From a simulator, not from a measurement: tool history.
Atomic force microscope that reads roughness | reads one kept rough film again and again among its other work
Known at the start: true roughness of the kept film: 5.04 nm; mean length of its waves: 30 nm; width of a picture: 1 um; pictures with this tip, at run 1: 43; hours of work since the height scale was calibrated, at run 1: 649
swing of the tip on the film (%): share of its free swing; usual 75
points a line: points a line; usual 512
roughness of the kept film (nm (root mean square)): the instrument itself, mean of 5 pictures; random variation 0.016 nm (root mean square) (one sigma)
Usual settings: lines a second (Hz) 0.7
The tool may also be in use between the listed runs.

run   hour  lines a second (Hz)  swing of the tip on the film (%)  points a line  pictures with this tip  hours of work since the height scale was calibrated  roughness of the kept film (nm (root mean square))
  1      0                  0.7                                75            512                      43                                                  649                                               3.131
  2   22.7                  0.7                                75            825                      61                                                  660                                               2.919
  3     46                  0.7                                75            825                      80                                                  671                                               2.756
      56.6  -- new tip fitted
  4   73.2                  0.7                                75            512                      14                                                  684                                               3.629
  5     97                  0.7                                75            512                      33                                                  695                                                3.32
  6  121.8                  0.7                                75            512                      53                                                  707                                               3.083
  7  146.6                  0.7                                75            512                      74                                                  719                                                2.87
     150.2  -- height scale calibrated on a step standard
     164.7  -- new tip fitted
  8  179.9                  0.7                                84            512                      13                                                   14                                               3.556
  9  209.8                  0.7                                84            512                      37                                                   28                                               3.199
 10  233.5                  0.7                                80            512                      56                                                   40                                               3.017
     245.5  -- height scale calibrated on a step standard, once more
 11  269.4                  0.7                                80            512                      85                                                   11                                               2.794
     272.7  -- new tip fitted
 12  291.6                  0.7                                71            512                      16                                                   22                                               3.665
 13  306.9                  0.7                                71            512                      28                                                   29                                               3.496
 14  326.3                  0.7                                68            512                      44                                                   38                                               3.268
 15  359.1                  0.7                                68            512                      71                                                   54                                               2.975
     380.7  -- new tip fitted
 16  388.7                  0.7                                68            512                       6                                                   68                                               3.892
 17  409.9                0.615                                69            277                      24                                                   78                                               3.586
 18    445                  0.7                                75            980                      52                                                   95                                               3.205
 19    468                  0.7                                75            980                      71                                                  106                                               2.971
     490.4  -- new tip fitted
 20  505.8                1.476                                73            288                      12                                                  124                                               3.618
 21  542.6                1.185                                67            512                      42                                                  141                                               3.313
 22  562.9                1.185                                67            512                      59                                                  151                                               3.149
 23  579.3                1.185                                67            512                      72                                                  159                                               2.968
     597.6  -- new tip fitted
 24  599.7                1.185                                67            512                       2                                                  168                                               3.897
 25  628.3                1.185                                67            512                      25                                                  182                                                3.54

Some steps in roughness of the kept film (nm (root mean square)) between neighbouring runs. How much of each would the tool show without its hidden state too (settings, what came in, random variation), and how much is left for the hidden state, with any gauge scatter that isn't in both results?
The hidden state here: radius of the tip, nm; height scale over the true one, %; drift of the gauge itself on roughness_nm, %.
Run 15 -> 16: new tip fitted. roughness of the kept film (nm (root mean square)) +0.917: hidden state +0.927, all else -0.01.
Run 23 -> 24: new tip fitted. roughness of the kept film (nm (root mean square)) +0.929: hidden state +0.925, all else +0.004.

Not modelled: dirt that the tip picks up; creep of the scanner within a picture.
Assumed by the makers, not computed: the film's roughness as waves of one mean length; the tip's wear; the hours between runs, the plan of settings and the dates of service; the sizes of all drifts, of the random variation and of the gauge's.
